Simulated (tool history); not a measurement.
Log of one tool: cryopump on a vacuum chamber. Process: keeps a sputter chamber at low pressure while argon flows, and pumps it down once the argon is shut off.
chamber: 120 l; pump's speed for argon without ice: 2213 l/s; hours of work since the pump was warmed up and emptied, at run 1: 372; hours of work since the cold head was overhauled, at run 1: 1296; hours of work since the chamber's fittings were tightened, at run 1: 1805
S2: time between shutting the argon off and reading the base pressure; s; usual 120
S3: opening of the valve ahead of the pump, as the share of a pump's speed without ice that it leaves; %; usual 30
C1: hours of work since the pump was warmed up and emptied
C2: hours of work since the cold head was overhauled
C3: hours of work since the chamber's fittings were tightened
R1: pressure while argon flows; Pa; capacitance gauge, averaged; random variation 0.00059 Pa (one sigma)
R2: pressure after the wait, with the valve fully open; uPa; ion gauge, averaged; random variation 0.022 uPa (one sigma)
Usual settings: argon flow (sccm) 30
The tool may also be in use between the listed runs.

{"run": 1, "hour": 0.0, "argon flow (sccm)": 30, "S2": 120, "S3": 30, "C1": 372, "C2": 1296, "C3": 1805, "R1": 0.0814, "R2": 1.25}
{"run": 2, "hour": 47.2, "argon flow (sccm)": 30, "S2": 51, "S3": 30, "C1": 409, "C2": 1333, "C3": 1842, "R1": 0.0834, "R2": 1.97}
{"run": 3, "hour": 91.8, "argon flow (sccm)": 30, "S2": 120, "S3": 30, "C1": 443, "C2": 1367, "C3": 1877, "R1": 0.084, "R2": 1.31}
{"hour": 103.3, "done": "pump warmed up, emptied and cooled again"}
{"run": 4, "hour": 141.4, "argon flow (sccm)": 30, "S2": 120, "S3": 15, "C1": 30, "C2": 1402, "C3": 1911, "R1": 0.1532, "R2": 1.15}
{"run": 5, "hour": 182.3, "argon flow (sccm)": 30, "S2": 120, "S3": 15, "C1": 61, "C2": 1434, "C3": 1943, "R1": 0.1532, "R2": 1.18}
{"run": 6, "hour": 213.2, "argon flow (sccm)": 44, "S2": 120, "S3": 30, "C1": 85, "C2": 1458, "C3": 1967, "R1": 0.1141, "R2": 1.18}
{"run": 7, "hour": 255.0, "argon flow (sccm)": 44, "S2": 120, "S3": 30, "C1": 118, "C2": 1490, "C3": 1999, "R1": 0.1161, "R2": 1.24}
{"run": 8, "hour": 291.5, "argon flow (sccm)": 44, "S2": 120, "S3": 30, "C1": 146, "C2": 1518, "C3": 2027, "R1": 0.1154, "R2": 1.26}
{"run": 9, "hour": 338.8, "argon flow (sccm)": 12, "S2": 75, "S3": 23, "C1": 182, "C2": 1555, "C3": 2064, "R1": 0.0408, "R2": 1.55}
{"run": 10, "hour": 376.7, "argon flow (sccm)": 12, "S2": 75, "S3": 23, "C1": 212, "C2": 1584, "C3": 2093, "R1": 0.042, "R2": 1.58}
{"run": 11, "hour": 415.2, "argon flow (sccm)": 12, "S2": 37, "S3": 20, "C1": 242, "C2": 1614, "C3": 2123, "R1": 0.0484, "R2": 2.43}
{"run": 12, "hour": 455.7, "argon flow (sccm)": 12, "S2": 37, "S3": 20, "C1": 273, "C2": 1645, "C3": 2155, "R1": 0.0476, "R2": 2.5}
{"run": 13, "hour": 476.7, "argon flow (sccm)": 25, "S2": 46, "S3": 57, "C1": 289, "C2": 1662, "C3": 2171, "R1": 0.0386, "R2": 2.17}
{"run": 14, "hour": 510.3, "argon flow (sccm)": 15, "S2": 156, "S3": 29, "C1": 315, "C2": 1688, "C3": 2197, "R1": 0.0422, "R2": 1.26}
{"run": 15, "hour": 558.1, "argon flow (sccm)": 26, "S2": 34, "S3": 38, "C1": 352, "C2": 1725, "C3": 2234, "R1": 0.058, "R2": 2.76}

Forecast each of these 4 alternatives for the next run:
{"run": "A", "hour": 592.2, "argon flow (sccm)": 26, "S2": 55, "S3": 38, "C1": 379, "C2": 1751, "C3": 2260, "R1": "?", "R2": "?"}
{"run": "B", "hour": 592.2, "argon flow (sccm)": 17, "S2": 120, "S3": 30, "C1": 379, "C2": 1751, "C3": 2260, "R1": "?", "R2": "?"}
{"run": "C", "hour": 592.2, "argon flow (sccm)": 32, "S2": 83, "S3": 42, "C1": 379, "C2": 1751, "C3": 2260, "R1": "?", "R2": "?"}
{"run": "D", "hour": 592.2, "argon flow (sccm)": 24, "S2": 24, "S3": 38, "C1": 379, "C2": 1751, "C3": 2260, "R1": "?", "R2": "?"}

run=A R1=0.0587 R2=2.07
run=B R1=0.0478 R2=1.42
run=C R1=0.0651 R2=1.65
run=D R1=0.0539 R2=3.56
Without the tool's hidden state the same runs would have given:
run=A R1=0.0522 R2=1.3
run=B R1=0.0435 R2=0.65
run=C R1=0.0572 R2=0.89
run=D R1=0.048 R2=2.79
